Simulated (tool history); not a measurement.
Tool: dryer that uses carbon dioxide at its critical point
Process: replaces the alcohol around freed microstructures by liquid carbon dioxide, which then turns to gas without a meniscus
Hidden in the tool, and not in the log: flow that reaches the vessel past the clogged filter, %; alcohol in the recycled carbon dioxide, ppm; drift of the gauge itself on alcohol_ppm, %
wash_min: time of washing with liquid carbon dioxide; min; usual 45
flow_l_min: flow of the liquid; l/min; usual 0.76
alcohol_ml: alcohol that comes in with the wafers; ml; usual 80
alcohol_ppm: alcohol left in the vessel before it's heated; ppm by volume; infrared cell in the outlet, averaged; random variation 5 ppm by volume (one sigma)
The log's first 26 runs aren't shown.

run     day  wash_min  flow_l_min  alcohol_ml  hours of work since the filter was changed  hours of work since the purifier's bed was changed  alcohol_ppm
 27  12.817        66       0.636          24                                         124                                                 290           71
 28  13.433        50       1.057          28                                         130                                                 295           77
 29  14.021        50        1.01          27                                         135                                                 301           71
 30  14.583        55       0.695          32                                         140                                                 306           79
 31  15.238        55       0.695          32                                         146                                                 312           87
 32  15.725        43        1.04          32                                         150                                                 316           78
 33  16.221        71       1.288          44                                         155                                                 320           86
 34  16.725        32       0.867          53                                         159                                                 325          109
 35  17.429        62       0.769          23                                         166                                                 331           86

Forecast each of these 3 alternatives for the next run:
  A  17.854        33       1.007          52                                         170                                                 335            ?
  B  17.854        58       0.905          23                                         170                                                 335            ?
  C  17.854        58       1.043          80                                         170                                                 335            ?

run  alcohol_ppm
  A           88
  B           86
  C           89
Without the tool's hidden state the same runs would have given:
run  alcohol_ppm
  A            3
  B            5
  C            7
